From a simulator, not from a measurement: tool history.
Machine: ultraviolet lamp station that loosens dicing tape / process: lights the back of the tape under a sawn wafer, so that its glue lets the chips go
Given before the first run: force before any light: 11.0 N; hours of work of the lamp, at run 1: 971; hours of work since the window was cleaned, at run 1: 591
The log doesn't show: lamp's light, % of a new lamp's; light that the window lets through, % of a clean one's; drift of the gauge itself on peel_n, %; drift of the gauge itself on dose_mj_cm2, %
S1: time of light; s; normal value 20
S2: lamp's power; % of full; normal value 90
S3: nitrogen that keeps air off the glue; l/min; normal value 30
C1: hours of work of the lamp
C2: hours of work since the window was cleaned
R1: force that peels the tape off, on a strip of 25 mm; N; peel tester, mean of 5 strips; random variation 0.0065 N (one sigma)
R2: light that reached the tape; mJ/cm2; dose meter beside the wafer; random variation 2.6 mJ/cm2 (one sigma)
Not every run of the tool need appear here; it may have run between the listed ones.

Run 1, hour 0.0: usual settings; C1 971; C2 591. Result: R1 0.612 N, R2 222 mJ/cm2.
Run 2, hour 56.6: usual settings; C1 1000; C2 621. Result: R1 0.599 N, R2 221 mJ/cm2.
Run 3, hour 94.4: usual settings; C1 1019; C2 640. Result: R1 0.640 N, R2 214 mJ/cm2.
Run 4, hour 143.3: usual settings; C1 1045; C2 666. Result: R1 0.652 N, R2 214 mJ/cm2.
At hour 188.1: window cleaned of glue's vapour.
Run 5, hour 193.4: usual settings; C1 1070; C2 3. Result: R1 0.760 N, R2 200 mJ/cm2.
Run 6, hour 233.1: usual settings; C1 1091; C2 23. Result: R1 0.758 N, R2 199 mJ/cm2.
Run 7, hour 278.9: usual settings; C1 1115; C2 47. Result: R1 0.812 N, R2 196 mJ/cm2.
At hour 284.7: window cleaned of glue's vapour, once more.
Run 8, hour 302.8: usual settings; C1 1127; C2 9. Result: R1 0.512 N, R2 236 mJ/cm2.
Run 9, hour 339.6: usual settings; C1 1146; C2 28. Result: R1 0.507 N, R2 235 mJ/cm2.
Run 10, hour 375.5: usual settings; C1 1164; C2 47. Result: R1 0.529 N, R2 233 mJ/cm2.
Run 11, hour 422.2: usual settings but S1 10 s, S2 61 % of full, S3 10 l/min; C1 1188; C2 71. Result: R1 5.175 N, R2 77 mJ/cm2.
Run 12, hour 453.5: usual settings but S1 15 s, S2 70 % of full, S3 9 l/min; C1 1204; C2 87. Result: R1 3.261 N, R2 136 mJ/cm2.
Run 13, hour 493.3: usual settings but S1 15 s, S2 70 % of full, S3 9 l/min; C1 1225; C2 108. Result: R1 3.418 N, R2 132 mJ/cm2.
Run 14, hour 537.6: usual settings but S1 27 s, S2 62 % of full, S3 40 l/min; C1 1248; C2 131. Result: R1 0.595 N, R2 204 mJ/cm2.
Run 15, hour 593.3: usual settings but S2 65 % of full, S3 59 l/min; C1 1277; C2 159. Result: R1 0.916 N, R2 152 mJ/cm2.
Run 16, hour 649.4: usual settings but S2 99 % of full, S3 34 l/min; C1 1306; C2 188. Result: R1 0.476 N, R2 235 mJ/cm2.
Run 17, hour 694.5: usual settings but S3 35 l/min; C1 1329; C2 212. Result: R1 0.603 N, R2 210 mJ/cm2.

Alternative continuations, all from the tool just after run 17; predict every row:
Run A, hour 718.5: usual settings but S1 10 s, S2 80 % of full, S3 21 l/min; C1 1341; C2 224. Result: R1 ?, R2 ?.
Run B, hour 718.5: usual settings but S1 17 s, S2 82 % of full, S3 35 l/min; C1 1341; C2 224. Result: R1 ?, R2 ?.
Run C, hour 718.5: usual settings but S1 16 s, S2 98 % of full, S3 13 l/min; C1 1341; C2 224. Result: R1 ?, R2 ?.

run     R1   R2
  A  3.628   92
  B  1.136  162
  C  1.662  183
With no hidden state in the tool, these same runs would have given:
run     R1   R2
  A  1.874  147
  B  0.360  258
  C  0.596  291

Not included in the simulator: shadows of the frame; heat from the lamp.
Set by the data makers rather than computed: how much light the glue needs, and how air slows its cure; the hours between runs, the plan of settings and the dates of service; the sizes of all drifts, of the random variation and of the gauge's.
